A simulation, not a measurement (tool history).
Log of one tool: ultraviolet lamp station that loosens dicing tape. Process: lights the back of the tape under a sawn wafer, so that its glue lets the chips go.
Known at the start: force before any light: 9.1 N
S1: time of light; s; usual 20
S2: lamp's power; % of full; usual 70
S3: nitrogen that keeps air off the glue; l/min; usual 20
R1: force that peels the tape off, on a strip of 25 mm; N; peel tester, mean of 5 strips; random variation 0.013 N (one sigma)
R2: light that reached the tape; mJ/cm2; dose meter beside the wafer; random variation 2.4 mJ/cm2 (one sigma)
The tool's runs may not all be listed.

Run 1, hour 0.0: usual settings. Result: R1 0.752 N, R2 249 mJ/cm2.
Run 2, hour 7.5: usual settings. Result: R1 0.790 N, R2 249 mJ/cm2.
Run 3, hour 17.2: usual settings but S1 14 s. Result: R1 1.537 N, R2 173 mJ/cm2.
Run 4, hour 26.3: usual settings but S1 14 s. Result: R1 1.596 N, R2 172 mJ/cm2.
Run 5, hour 33.1: usual settings but S1 14 s. Result: R1 1.540 N, R2 171 mJ/cm2.
Run 6, hour 44.3: usual settings but S1 14 s. Result: R1 1.547 N, R2 169 mJ/cm2.
Run 7, hour 51.8: usual settings but S1 14 s. Result: R1 1.644 N, R2 171 mJ/cm2.
Run 8, hour 61.2: usual settings. Result: R1 0.857 N, R2 242 mJ/cm2.
Run 9, hour 68.8: usual settings but S3 14 l/min. Result: R1 1.015 N, R2 240 mJ/cm2.
Run 10, hour 75.8: usual settings but S3 14 l/min. Result: R1 1.005 N, R2 244 mJ/cm2.
Run 11, hour 82.1: usual settings but S3 14 l/min. Result: R1 1.032 N, R2 241 mJ/cm2.
Run 12, hour 87.7: usual settings. Result: R1 0.869 N, R2 241 mJ/cm2.
Run 13, hour 97.3: usual settings. Result: R1 0.866 N, R2 238 mJ/cm2.
Run 14, hour 106.8: usual settings. Result: R1 0.902 N, R2 234 mJ/cm2.
Run 15, hour 120.2: usual settings. Result: R1 0.880 N, R2 232 mJ/cm2.
Run 16, hour 129.2: usual settings but S2 86 % of full. Result: R1 0.588 N, R2 290 mJ/cm2.
Run 17, hour 137.1: usual settings but S2 79 % of full. Result: R1 0.714 N, R2 261 mJ/cm2.
Run 18, hour 147.1: usual settings but S2 79 % of full. Result: R1 0.696 N, R2 261 mJ/cm2.
Run 19, hour 160.2: usual settings but S2 79 % of full. Result: R1 0.748 N, R2 255 mJ/cm2.
Run 20, hour 167.8: usual settings but S2 79 % of full. Result: R1 0.743 N, R2 257 mJ/cm2.
Run 21, hour 178.2: usual settings but S2 79 % of full. Result: R1 0.737 N, R2 257 mJ/cm2.
Run 22, hour 192.0: usual settings but S2 79 % of full. Result: R1 0.749 N, R2 256 mJ/cm2.
Run 23, hour 199.0: usual settings but S2 79 % of full. Result: R1 0.772 N, R2 251 mJ/cm2.
Run 24, hour 205.3: usual settings but S2 79 % of full. Result: R1 0.771 N, R2 249 mJ/cm2.
Run 25, hour 214.0: usual settings but S1 33 s, S2 79 % of full, S3 19 l/min. Result: R1 0.290 N, R2 414 mJ/cm2.
Run 26, hour 225.0: usual settings but S1 10 s, S2 72 % of full, S3 11 l/min. Result: R1 3.391 N, R2 113 mJ/cm2.
Run 27, hour 230.8: usual settings but S1 11 s, S2 90 % of full, S3 29 l/min. Result: R1 1.593 N, R2 157 mJ/cm2.
Run 28, hour 240.9: usual settings but S1 26 s, S2 91 % of full, S3 11 l/min. Result: R1 0.474 N, R2 368 mJ/cm2.
Run 29, hour 249.4: usual settings but S2 95 % of full, S3 27 l/min. Result: R1 0.483 N, R2 299 mJ/cm2.
Run 30, hour 256.8: usual settings but S2 95 % of full, S3 27 l/min. Result: R1 0.502 N, R2 298 mJ/cm2.
Run 31, hour 270.1: usual settings but S1 11 s, S2 95 % of full. Result: R1 1.796 N, R2 156 mJ/cm2.
Run 32, hour 278.6: usual settings but S1 26 s, S2 89 % of full. Result: R1 0.390 N, R2 351 mJ/cm2.
Run 33, hour 291.7: usual settings but S1 26 s, S2 89 % of full. Result: R1 0.373 N, R2 352 mJ/cm2.
Run 34, hour 301.9: usual settings but S1 26 s, S2 89 % of full. Result: R1 0.400 N, R2 349 mJ/cm2.
Run 35, hour 315.8: usual settings but S1 11 s, S2 77 % of full, S3 11 l/min. Result: R1 3.012 N, R2 124 mJ/cm2.
Run 36, hour 323.0: usual settings but S1 11 s, S2 77 % of full, S3 11 l/min. Result: R1 3.077 N, R2 127 mJ/cm2.
Run 37, hour 330.7: usual settings but S1 38 s, S2 73 % of full. Result: R1 0.271 N, R2 411 mJ/cm2.
Run 38, hour 339.6: usual settings but S1 38 s, S2 73 % of full, S3 19 l/min. Result: R1 0.289 N, R2 410 mJ/cm2.
Run 39, hour 351.2: usual settings but S1 38 s, S2 73 % of full, S3 19 l/min. Result: R1 0.288 N, R2 407 mJ/cm2.
Run 40, hour 357.3: usual settings but S2 72 % of full. Result: R1 1.102 N, R2 213 mJ/cm2.
Run 41, hour 365.3: usual settings but S3 14 l/min. Result: R1 1.401 N, R2 204 mJ/cm2.
Run 42, hour 373.1: usual settings but S3 14 l/min. Result: R1 1.397 N, R2 199 mJ/cm2.
Run 43, hour 383.0: usual settings but S1 13 s, S3 11 l/min. Result: R1 2.880 N, R2 131 mJ/cm2.

Forecast each of these 4 alternatives for the next run:
Run A, hour 393.1: usual settings but S1 24 s, S2 77 % of full, S3 19 l/min. Result: R1 ?, R2 ?.
Run B, hour 393.1: usual settings but S2 73 % of full, S3 37 l/min. Result: R1 ?, R2 ?.
Run C, hour 393.1: usual settings but S1 28 s, S2 88 % of full, S3 27 l/min. Result: R1 ?, R2 ?.
Run D, hour 393.1: usual settings but S1 24 s, S2 96 % of full, S3 6 l/min. Result: R1 ?, R2 ?.

run     R1   R2
  A  0.741  261
  B  0.872  210
  C  0.326  352
  D  0.935  329
Without the tool's hidden state the same runs would have given:
run     R1   R2
  A  0.356  369
  B  0.415  297
  C  0.196  498
  D  0.442  466
